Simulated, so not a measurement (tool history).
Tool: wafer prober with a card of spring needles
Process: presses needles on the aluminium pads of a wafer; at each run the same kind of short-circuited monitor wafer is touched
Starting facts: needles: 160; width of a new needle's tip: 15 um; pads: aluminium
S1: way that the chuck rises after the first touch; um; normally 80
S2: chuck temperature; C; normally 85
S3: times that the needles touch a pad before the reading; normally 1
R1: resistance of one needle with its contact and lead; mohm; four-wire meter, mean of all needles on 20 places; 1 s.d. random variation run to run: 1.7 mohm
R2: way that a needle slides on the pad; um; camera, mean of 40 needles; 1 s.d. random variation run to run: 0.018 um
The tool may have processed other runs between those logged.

run,hour,S1,S2,S3,R1,R2
1,0.0,80,85,1,180,20.81
# hour 4.4: tips cleaned on abrasive film
# hour 15.3: tips cleaned on abrasive film
# hour 25.2: tips cleaned on abrasive film
2,25.2,72,85,1,169,18.67
# hour 34.5: tips cleaned on abrasive film
3,40.7,72,85,1,189,18.62
# hour 44.0: tips cleaned on abrasive film
# hour 53.3: tips cleaned on abrasive film
4,56.5,72,97,1,186,18.62
# hour 63.2: tips cleaned on abrasive film
# hour 72.4: tips cleaned on abrasive film
5,75.1,63,85,1,188,16.26
# hour 82.8: tips cleaned on abrasive film
# hour 93.7: tips cleaned on abrasive film
6,97.3,63,85,1,198,16.20
# hour 102.8: tips cleaned on abrasive film
7,111.3,63,85,1,209,16.19
# hour 113.5: tips cleaned on abrasive film
# hour 122.8: tips cleaned on abrasive film
8,123.0,63,85,1,178,16.17
# hour 132.3: tips cleaned on abrasive film
9,137.7,63,85,1,200,16.17
# hour 142.3: tips cleaned on abrasive film
# hour 153.1: tips cleaned on abrasive film
10,156.5,63,85,1,192,16.11
# hour 162.6: tips cleaned on abrasive film
# hour 173.1: tips cleaned on abrasive film
11,179.4,80,85,1,186,20.55
# hour 183.5: tips cleaned on abrasive film
# hour 194.3: tips cleaned on abrasive film
12,198.8,80,85,1,185,20.53
# hour 204.2: tips cleaned on abrasive film
13,211.2,80,85,1,189,20.51
# hour 213.5: tips cleaned on abrasive film
# hour 223.1: tips cleaned on abrasive film
# hour 224.4: height of the first contact set anew
14,225.9,82,85,1,179,20.88
# hour 233.6: tips cleaned on abrasive film
# hour 244.0: tips cleaned on abrasive film
15,250.9,82,85,1,181,20.84
# hour 253.2: tips cleaned on abrasive film
# hour 263.1: tips cleaned on abrasive film
16,268.3,68,116,2,195,17.16
# hour 272.9: tips cleaned on abrasive film
17,279.4,68,28,2,181,17.15
# hour 283.0: tips cleaned on abrasive film
18,290.1,68,28,2,178,17.15
# hour 292.4: tips cleaned on abrasive film
# hour 303.4: tips cleaned on abrasive film
# hour 313.1: tips cleaned on abrasive film
19,313.1,66,94,1,179,16.59
# hour 323.9: tips cleaned on abrasive film
# hour 334.1: tips cleaned on abrasive film
20,336.2,66,94,1,190,16.56
# hour 343.9: tips cleaned on abrasive film
# hour 349.5: height of the first contact set anew, once more
# hour 353.4: tips cleaned on abrasive film
21,357.2,66,114,1,196,17.23
# hour 364.1: tips cleaned on abrasive film
22,371.7,80,51,1,185,20.86
# hour 374.5: tips cleaned on abrasive film
# hour 384.0: tips cleaned on abrasive film
23,390.8,80,51,1,182,20.82
# hour 393.1: tips cleaned on abrasive film
# hour 402.5: tips cleaned on abrasive film
24,405.2,64,44,1,179,16.64
# hour 412.3: tips cleaned on abrasive film
# hour 421.4: tips cleaned on abrasive film
25,428.5,76,45,1,184,19.76
# hour 430.6: tips cleaned on abrasive film
# hour 441.5: tips cleaned on abrasive film
26,446.0,83,31,1,169,21.56
# hour 451.0: tips cleaned on abrasive film
27,457.9,83,31,1,176,21.56
# hour 460.2: tips cleaned on abrasive film
# hour 470.1: tips cleaned on abrasive film
28,475.6,80,106,2,186,20.75
# hour 480.3: tips cleaned on abrasive film
# hour 491.6: tips cleaned on abrasive film
29,492.9,80,106,2,172,20.71

What if the next run were any one of these 3? Each begins from the tool's condition after run 29:
# hour 501.6: tips cleaned on abrasive film
# hour 510.7: tips cleaned on abrasive film
A,511.6,71,76,2,?,?
# hour 501.6: tips cleaned on abrasive film
# hour 510.7: tips cleaned on abrasive film
B,511.6,80,106,2,?,?
# hour 501.6: tips cleaned on abrasive film
# hour 510.7: tips cleaned on abrasive film
C,511.6,95,85,1,?,?

run,R1,R2
A,169,18.32
B,176,20.69
C,166,24.61
The same runs, with their run-to-run variation unchanged, on a tool lacking any hidden condition would have given:
run,R1,R2
A,163,18.52
B,171,20.90
C,161,24.82
